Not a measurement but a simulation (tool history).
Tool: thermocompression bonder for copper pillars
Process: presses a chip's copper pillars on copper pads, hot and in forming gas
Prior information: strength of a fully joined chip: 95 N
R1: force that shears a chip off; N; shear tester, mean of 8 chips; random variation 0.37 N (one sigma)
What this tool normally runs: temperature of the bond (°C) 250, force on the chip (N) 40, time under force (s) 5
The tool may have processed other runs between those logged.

{"run": 1, "hour": 0.0, "temperature of the bond (°C)": 250, "force on the chip (N)": 40, "time under force (s)": 5, "R1": 50.5}
{"run": 2, "hour": 20.5, "temperature of the bond (°C)": 250, "force on the chip (N)": 40, "time under force (s)": 5, "R1": 49.6}
{"run": 3, "hour": 41.1, "temperature of the bond (°C)": 250, "force on the chip (N)": 40, "time under force (s)": 5, "R1": 50.2}
{"run": 4, "hour": 51.9, "temperature of the bond (°C)": 250, "force on the chip (N)": 40, "time under force (s)": 5, "R1": 50.1}
{"run": 5, "hour": 74.5, "temperature of the bond (°C)": 250, "force on the chip (N)": 40, "time under force (s)": 5, "R1": 50.1}
{"run": 6, "hour": 84.8, "temperature of the bond (°C)": 250, "force on the chip (N)": 40, "time under force (s)": 5, "R1": 49.3}
{"run": 7, "hour": 101.3, "temperature of the bond (°C)": 250, "force on the chip (N)": 40, "time under force (s)": 5, "R1": 50.2}
{"run": 8, "hour": 124.1, "temperature of the bond (°C)": 250, "force on the chip (N)": 40, "time under force (s)": 5, "R1": 49.3}
{"run": 9, "hour": 139.5, "temperature of the bond (°C)": 250, "force on the chip (N)": 40, "time under force (s)": 5, "R1": 49}
{"run": 10, "hour": 155.5, "temperature of the bond (°C)": 250, "force on the chip (N)": 40, "time under force (s)": 5, "R1": 49.3}
{"run": 11, "hour": 171.5, "temperature of the bond (°C)": 250, "force on the chip (N)": 40, "time under force (s)": 5, "R1": 50}
{"run": 12, "hour": 192.4, "temperature of the bond (°C)": 250, "force on the chip (N)": 40, "time under force (s)": 5, "R1": 50}
{"run": 13, "hour": 202.7, "temperature of the bond (°C)": 250, "force on the chip (N)": 40, "time under force (s)": 5, "R1": 49}
{"run": 14, "hour": 215.6, "temperature of the bond (°C)": 250, "force on the chip (N)": 40, "time under force (s)": 5, "R1": 49.3}
{"run": 15, "hour": 231.7, "temperature of the bond (°C)": 250, "force on the chip (N)": 40, "time under force (s)": 6, "R1": 52.3}
{"run": 16, "hour": 254.4, "temperature of the bond (°C)": 250, "force on the chip (N)": 40, "time under force (s)": 6, "R1": 51.7}
{"run": 17, "hour": 268.8, "temperature of the bond (°C)": 250, "force on the chip (N)": 33, "time under force (s)": 6, "R1": 43.9}
{"run": 18, "hour": 291.4, "temperature of the bond (°C)": 250, "force on the chip (N)": 33, "time under force (s)": 6, "R1": 43.4}
{"run": 19, "hour": 302.2, "temperature of the bond (°C)": 250, "force on the chip (N)": 33, "time under force (s)": 6, "R1": 42.8}
{"run": 20, "hour": 318.1, "temperature of the bond (°C)": 250, "force on the chip (N)": 33, "time under force (s)": 6, "R1": 42.8}
{"run": 21, "hour": 335.8, "temperature of the bond (°C)": 269, "force on the chip (N)": 33, "time under force (s)": 6, "R1": 55.3}
{"run": 22, "hour": 350.5, "temperature of the bond (°C)": 269, "force on the chip (N)": 33, "time under force (s)": 6, "R1": 56.1}
{"run": 23, "hour": 363.2, "temperature of the bond (°C)": 269, "force on the chip (N)": 40, "time under force (s)": 9, "R1": 71.4}
{"run": 24, "hour": 381.7, "temperature of the bond (°C)": 269, "force on the chip (N)": 27, "time under force (s)": 12, "R1": 57.4}
{"run": 25, "hour": 391.7, "temperature of the bond (°C)": 237, "force on the chip (N)": 40, "time under force (s)": 4, "R1": 37.3}
{"hour": 398.5, "done": "forming gas filter changed"}
{"run": 26, "hour": 412.5, "temperature of the bond (°C)": 237, "force on the chip (N)": 40, "time under force (s)": 4, "R1": 37.9}
{"run": 27, "hour": 431.5, "temperature of the bond (°C)": 248, "force on the chip (N)": 30, "time under force (s)": 7, "R1": 40.7}
{"run": 28, "hour": 453.7, "temperature of the bond (°C)": 231, "force on the chip (N)": 40, "time under force (s)": 7, "R1": 41.5}
{"run": 29, "hour": 467.8, "temperature of the bond (°C)": 250, "force on the chip (N)": 40, "time under force (s)": 5, "R1": 50.3}
{"run": 30, "hour": 483.8, "temperature of the bond (°C)": 266, "force on the chip (N)": 31, "time under force (s)": 5, "R1": 49.1}
{"run": 31, "hour": 504.1, "temperature of the bond (°C)": 224, "force on the chip (N)": 36, "time under force (s)": 5, "R1": 28.3}
{"run": 32, "hour": 525.6, "temperature of the bond (°C)": 224, "force on the chip (N)": 36, "time under force (s)": 5, "R1": 28.2}
{"run": 33, "hour": 547.4, "temperature of the bond (°C)": 224, "force on the chip (N)": 58, "time under force (s)": 4, "R1": 44.9}
{"run": 34, "hour": 564.6, "temperature of the bond (°C)": 249, "force on the chip (N)": 32, "time under force (s)": 7, "R1": 43.9}
{"run": 35, "hour": 584.1, "temperature of the bond (°C)": 249, "force on the chip (N)": 32, "time under force (s)": 7, "R1": 44.1}
{"run": 36, "hour": 595.6, "temperature of the bond (°C)": 249, "force on the chip (N)": 32, "time under force (s)": 7, "R1": 44.5}
{"run": 37, "hour": 611.1, "temperature of the bond (°C)": 249, "force on the chip (N)": 32, "time under force (s)": 7, "R1": 44}
{"run": 38, "hour": 624.5, "temperature of the bond (°C)": 236, "force on the chip (N)": 40, "time under force (s)": 3, "R1": 32.8}
{"run": 39, "hour": 646.2, "temperature of the bond (°C)": 236, "force on the chip (N)": 40, "time under force (s)": 3, "R1": 32.3}
{"run": 40, "hour": 663.7, "temperature of the bond (°C)": 236, "force on the chip (N)": 40, "time under force (s)": 3, "R1": 32.5}

The logged runs with the hidden state left out (each run's random variation unchanged):
Hidden state present: true temperature of the bond over the reading, C; force that reaches the chip, % of what is set; oxide that the forming gas leaves, % of the face; drift of the gauge itself on shear_n, %.
run=1 R1=51.3
run=2 R1=50.5
run=3 R1=51.1
run=4 R1=51.1
run=5 R1=51.2
run=6 R1=50.4
run=7 R1=51.4
run=8 R1=50.6
run=9 R1=50.3
run=10 R1=50.7
run=11 R1=51.5
run=12 R1=51.5
run=13 R1=50.5
run=14 R1=50.9
run=15 R1=54.1
run=16 R1=53.6
run=17 R1=45.5
run=18 R1=45
run=19 R1=44.5
run=20 R1=44.6
run=21 R1=57.6
run=22 R1=58.5
run=23 R1=74.5
run=24 R1=60
run=25 R1=39.1
run=26 R1=38.1
run=27 R1=41
run=28 R1=41.9
run=29 R1=50.7
run=30 R1=49.5
run=31 R1=28.8
run=32 R1=28.7
run=33 R1=45.8
run=34 R1=44.6
run=35 R1=44.9
run=36 R1=45.4
run=37 R1=44.9
run=38 R1=33.6
run=39 R1=33.2
run=40 R1=33.4

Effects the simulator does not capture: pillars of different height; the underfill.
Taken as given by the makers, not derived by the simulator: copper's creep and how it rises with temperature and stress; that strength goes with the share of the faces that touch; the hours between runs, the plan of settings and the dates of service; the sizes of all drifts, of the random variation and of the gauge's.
